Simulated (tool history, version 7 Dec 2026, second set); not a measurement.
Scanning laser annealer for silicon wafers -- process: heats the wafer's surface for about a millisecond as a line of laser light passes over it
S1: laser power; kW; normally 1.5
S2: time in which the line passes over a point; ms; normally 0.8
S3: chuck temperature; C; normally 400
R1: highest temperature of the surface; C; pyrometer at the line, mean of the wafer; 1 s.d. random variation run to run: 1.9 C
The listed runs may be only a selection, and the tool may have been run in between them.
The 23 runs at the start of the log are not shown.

run	day	S1	S2	S3	R1
24	27.392	1.427	0.634	399	1032
# day 28.854: laser's power meter calibrated, once more
25	29.183	1.427	0.84	426	1169
26	30.054	1.44	0.8	402	1133
27	30.896	1.42	0.722	402	1080
28	32.508	1.506	0.604	402	1056
29	33.346	1.459	0.668	414	1078
30	34.429	1.462	0.757	408	1124
31	36.033	1.619	0.757	408	1218
32	37.067	1.5	0.817	400	1167
33	38.312	1.576	0.8	361	1162
34	39.771	1.416	0.58	398	988

Branching from run 34: 3 alternative next runs. What would each branch give?
A	40.65	1.416	0.82	394	?
B	40.65	1.644	0.8	423	?
C	40.65	1.385	0.633	363	?

run	R1
A	1112
B	1272
C	964
Stripped of hidden state, with their random variation kept, the same runs would have yielded:
run	R1
A	1134
B	1297
C	982
